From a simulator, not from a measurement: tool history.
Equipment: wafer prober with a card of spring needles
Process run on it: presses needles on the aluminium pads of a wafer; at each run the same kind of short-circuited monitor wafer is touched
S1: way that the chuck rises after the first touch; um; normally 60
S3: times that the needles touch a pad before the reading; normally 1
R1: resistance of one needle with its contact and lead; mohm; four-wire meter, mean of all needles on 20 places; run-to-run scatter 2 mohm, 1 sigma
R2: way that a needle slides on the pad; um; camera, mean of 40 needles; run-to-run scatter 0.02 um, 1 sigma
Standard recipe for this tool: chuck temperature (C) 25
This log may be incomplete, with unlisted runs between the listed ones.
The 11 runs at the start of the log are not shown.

{"hour": 98.0, "done": "tips cleaned on abrasive film"}
{"run": 12, "hour": 98.0, "S1": 60, "chuck temperature (C)": 25, "S3": 1, "R1": 221, "R2": 9.72}
{"run": 13, "hour": 107.7, "S1": 60, "chuck temperature (C)": 25, "S3": 1, "R1": 331, "R2": 9.71}
{"hour": 113.1, "done": "tips cleaned on abrasive film"}
{"run": 14, "hour": 117.8, "S1": 46, "chuck temperature (C)": 25, "S3": 1, "R1": 342, "R2": 7.42}
{"run": 15, "hour": 126.7, "S1": 60, "chuck temperature (C)": 25, "S3": 1, "R1": 352, "R2": 9.71}
{"hour": 128.4, "done": "tips cleaned on abrasive film"}
{"run": 16, "hour": 136.1, "S1": 60, "chuck temperature (C)": 25, "S3": 1, "R1": 319, "R2": 9.69}
{"hour": 144.0, "done": "tips cleaned on abrasive film"}
{"run": 17, "hour": 145.8, "S1": 60, "chuck temperature (C)": 25, "S3": 1, "R1": 250, "R2": 9.71}
{"run": 18, "hour": 154.2, "S1": 80, "chuck temperature (C)": 62, "S3": 1, "R1": 286, "R2": 12.97}
{"hour": 159.4, "done": "tips cleaned on abrasive film"}
{"run": 19, "hour": 159.5, "S1": 80, "chuck temperature (C)": 124, "S3": 2, "R1": 235, "R2": 12.95}
{"run": 20, "hour": 165.0, "S1": 75, "chuck temperature (C)": 41, "S3": 2, "R1": 246, "R2": 12.15}
{"hour": 174.9, "done": "tips cleaned on abrasive film"}
{"run": 21, "hour": 175.8, "S1": 75, "chuck temperature (C)": 41, "S3": 2, "R1": 223, "R2": 12.15}
{"run": 22, "hour": 185.9, "S1": 60, "chuck temperature (C)": 45, "S3": 1, "R1": 348, "R2": 9.7}
{"hour": 190.0, "done": "tips cleaned on abrasive film"}
{"run": 23, "hour": 193.6, "S1": 60, "chuck temperature (C)": 43, "S3": 2, "R1": 251, "R2": 9.68}
{"run": 24, "hour": 198.8, "S1": 60, "chuck temperature (C)": 30, "S3": 2, "R1": 278, "R2": 9.68}
{"hour": 205.0, "done": "tips cleaned on abrasive film"}
{"run": 25, "hour": 209.7, "S1": 60, "chuck temperature (C)": 30, "S3": 2, "R1": 258, "R2": 9.65}
{"run": 26, "hour": 217.2, "S1": 60, "chuck temperature (C)": 30, "S3": 2, "R1": 294, "R2": 9.65}
{"hour": 220.0, "done": "tips cleaned on abrasive film"}
{"run": 27, "hour": 223.0, "S1": 60, "chuck temperature (C)": 30, "S3": 2, "R1": 251, "R2": 9.62}
{"run": 28, "hour": 228.2, "S1": 45, "chuck temperature (C)": 46, "S3": 1, "R1": 403, "R2": 7.18}
{"run": 29, "hour": 234.2, "S1": 61, "chuck temperature (C)": 25, "S3": 3, "R1": 265, "R2": 9.81}
{"hour": 235.2, "done": "tips cleaned on abrasive film"}
{"run": 30, "hour": 239.4, "S1": 61, "chuck temperature (C)": 25, "S3": 3, "R1": 235, "R2": 9.8}
{"run": 31, "hour": 244.9, "S1": 61, "chuck temperature (C)": 25, "S3": 3, "R1": 252, "R2": 9.83}
{"hour": 250.7, "done": "tips cleaned on abrasive film"}
{"run": 32, "hour": 255.7, "S1": 59, "chuck temperature (C)": 25, "S3": 3, "R1": 245, "R2": 9.44}

Run 33 has not been measured yet. What should we expect?
{"run": 33, "hour": 265.5, "S1": 51, "chuck temperature (C)": 25, "S3": 1, "R1": "?", "R2": "?"}

R1: 414 mohm
R2: 8.11 um
Had the tool carried no hidden state, the very same run would have given R1 214 mohm, R2 8.37 um.

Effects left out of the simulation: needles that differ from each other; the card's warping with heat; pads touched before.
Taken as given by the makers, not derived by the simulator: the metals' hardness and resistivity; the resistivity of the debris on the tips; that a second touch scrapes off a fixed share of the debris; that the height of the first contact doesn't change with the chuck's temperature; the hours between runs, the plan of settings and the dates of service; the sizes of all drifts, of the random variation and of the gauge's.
